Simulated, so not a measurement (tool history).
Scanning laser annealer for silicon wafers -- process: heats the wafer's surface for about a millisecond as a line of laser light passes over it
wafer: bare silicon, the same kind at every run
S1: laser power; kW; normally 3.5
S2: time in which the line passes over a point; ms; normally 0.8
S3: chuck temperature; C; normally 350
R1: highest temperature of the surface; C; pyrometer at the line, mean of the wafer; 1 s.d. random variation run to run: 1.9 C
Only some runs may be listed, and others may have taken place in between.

{"run": 1, "day": 0.0, "S1": 3.5, "S2": 0.8, "S3": 350, "R1": 1054}
{"run": 2, "day": 0.496, "S1": 3.5, "S2": 0.8, "S3": 350, "R1": 1052}
{"run": 3, "day": 1.117, "S1": 3.5, "S2": 0.8, "S3": 350, "R1": 1052}
{"run": 4, "day": 1.704, "S1": 3.5, "S2": 0.8, "S3": 350, "R1": 1045}
{"run": 5, "day": 2.542, "S1": 3.5, "S2": 0.8, "S3": 350, "R1": 1047}
{"run": 6, "day": 3.5, "S1": 3.438, "S2": 0.8, "S3": 350, "R1": 1035}
{"run": 7, "day": 4.171, "S1": 3.438, "S2": 0.8, "S3": 350, "R1": 1030}
{"day": 4.783, "done": "window over the wafer cleaned"}
{"run": 8, "day": 4.992, "S1": 3.438, "S2": 0.8, "S3": 350, "R1": 1075}
{"run": 9, "day": 5.633, "S1": 3.525, "S2": 0.8, "S3": 350, "R1": 1091}
{"run": 10, "day": 6.096, "S1": 3.525, "S2": 0.8, "S3": 350, "R1": 1091}
{"run": 11, "day": 6.792, "S1": 3.525, "S2": 0.8, "S3": 350, "R1": 1093}
{"run": 12, "day": 7.562, "S1": 3.5, "S2": 0.8, "S3": 352, "R1": 1087}
{"run": 13, "day": 8.1, "S1": 3.5, "S2": 0.8, "S3": 350, "R1": 1082}
{"run": 14, "day": 8.746, "S1": 3.5, "S2": 0.8, "S3": 350, "R1": 1080}
{"run": 15, "day": 9.688, "S1": 3.5, "S2": 0.8, "S3": 350, "R1": 1078}
{"run": 16, "day": 10.504, "S1": 3.519, "S2": 0.8, "S3": 350, "R1": 1082}
{"run": 17, "day": 11.417, "S1": 3.519, "S2": 0.8, "S3": 350, "R1": 1080}

Run 18 is up next; what results do you expect?
{"run": 18, "day": 12.208, "S1": 3.818, "S2": 0.595, "S3": 350, "R1": "?"}

Run 18 measured R1 1027 C.
With the hidden condition absent and the run-to-run variation left alone, this run would have shown R1 1049 C.

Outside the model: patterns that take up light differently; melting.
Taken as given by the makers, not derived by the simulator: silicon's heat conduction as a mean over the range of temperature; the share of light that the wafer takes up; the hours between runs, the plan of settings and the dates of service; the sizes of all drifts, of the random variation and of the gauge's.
